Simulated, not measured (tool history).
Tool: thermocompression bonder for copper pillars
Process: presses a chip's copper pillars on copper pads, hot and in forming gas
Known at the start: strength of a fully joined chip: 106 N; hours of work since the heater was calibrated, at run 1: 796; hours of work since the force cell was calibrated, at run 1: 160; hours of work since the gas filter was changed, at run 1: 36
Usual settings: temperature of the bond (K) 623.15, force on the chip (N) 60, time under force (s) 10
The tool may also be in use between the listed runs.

run,day,temperature of the bond (K),force on the chip (N),time under force (s),hours of work since the heater was calibrated,hours of work since the force cell was calibrated,hours of work since the gas filter was changed,force that shears a chip off (N)
1,0,623.15,60,10,796,160,36,38.8
2,0.896,623.15,60,10,805,169,46,40.5
3,1.662,623.15,60,10,813,177,54,39.7
4,2.104,623.15,60,10,818,181,58,41.1
5,2.712,623.15,60,10,824,188,65,39.3
6,3.5,623.15,60,10,832,196,73,39.3
7,4.196,623.15,60,6,840,203,80,32
8,4.8,593.15,60,18,846,209,86,39.4
# day 4.95: force cell calibrated
9,5.675,593.15,60,18,854,8,95,38.3

Forecast run 10:
10,6.246,618.15,87,18,860,13,101,?

{"run 10": {"force that shears a chip off (N)": 55.4}}
Without the tool's hidden state the same run would have given force that shears a chip off (N) 59.3.
